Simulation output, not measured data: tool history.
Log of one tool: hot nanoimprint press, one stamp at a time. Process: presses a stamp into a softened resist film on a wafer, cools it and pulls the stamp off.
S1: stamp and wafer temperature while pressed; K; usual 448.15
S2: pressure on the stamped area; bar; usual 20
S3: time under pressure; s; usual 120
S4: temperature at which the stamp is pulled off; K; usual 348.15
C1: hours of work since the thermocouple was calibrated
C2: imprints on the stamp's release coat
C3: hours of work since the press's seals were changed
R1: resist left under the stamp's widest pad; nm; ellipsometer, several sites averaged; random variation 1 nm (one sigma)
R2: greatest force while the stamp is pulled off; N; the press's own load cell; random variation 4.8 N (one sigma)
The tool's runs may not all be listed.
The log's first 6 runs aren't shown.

run,hour,S1,S2,S3,S4,C1,C2,C3,R1,R2
7,96,448.15,20,140,348.15,114,1297,464,141.1,267
8,120.5,448.15,20,140,348.15,127,1342,477,141.3,267
9,133.3,448.15,20,140,348.15,134,1366,484,141.6,270
10,154.2,448.15,20,140,348.15,145,1405,496,141.3,269
11,165.2,455.15,20,120,348.15,151,1425,502,113.6,272
12,182,455.15,20,120,348.15,160,1457,511,114.4,271
# hour 186.9: plate thermocouple calibrated
13,205.7,455.15,20,120,348.15,10,1495,522,113.8,271
14,219.8,448.15,15.5,120,348.15,18,1521,530,170,273
15,241.1,448.15,15.5,120,348.15,30,1561,541,171.8,279
16,257.5,445.15,20.2,119,351.15,38,1591,550,175.7,262
# hour 265.3: stamp cleaned and given a new release coat
17,273.6,445.15,28.2,69,351.15,44,15,556,189.9,227
18,285.1,448.15,24.7,120,348.15,50,36,562,141.9,237
# hour 299.6: plate thermocouple calibrated, once more
19,309.9,448.15,18.1,149,348.15,6,77,574,142.4,235
20,333.5,448.15,18.1,149,348.15,18,121,587,141.5,239
21,350.7,448.15,26.8,149,349.15,28,153,596,122.3,239
22,375.1,451.15,30.1,120,348.15,41,198,609,111,235
23,385.9,451.15,18.4,63,348.15,47,218,615,178.7,241
24,410.4,454.15,25.4,176,348.15,60,264,629,89.8,239
25,421.7,448.15,20,65,348.15,66,285,635,193.5,247
26,444.9,448.15,13,65,354.15,79,328,647,225.1,226
27,459.3,448.15,20,120,348.15,87,354,655,153.8,237
28,475.1,453.15,20,91,348.15,96,384,664,140.6,244
29,495,453.15,20,91,348.15,106,421,675,140.9,245
30,514.4,453.15,20,91,348.15,117,457,685,140.2,240

4 ways to go on from here, each from the tool as it stands after run 30. What would each give?
A,536.9,437.15,20,184,348.15,129,499,697,?,?
B,536.9,448.15,17.1,120,344.15,129,499,697,?,?
C,536.9,453.15,15.6,145,348.15,129,499,697,?,?
D,536.9,454.15,12,153,348.15,129,499,697,?,?

run,R1,R2
A,204.4,259
B,162.7,264
C,126.6,245
D,132.4,248
Without the tool's hidden state the same runs would have given:
run,R1,R2
A,196.3,245
B,156.5,249
C,121.8,231
D,128,234
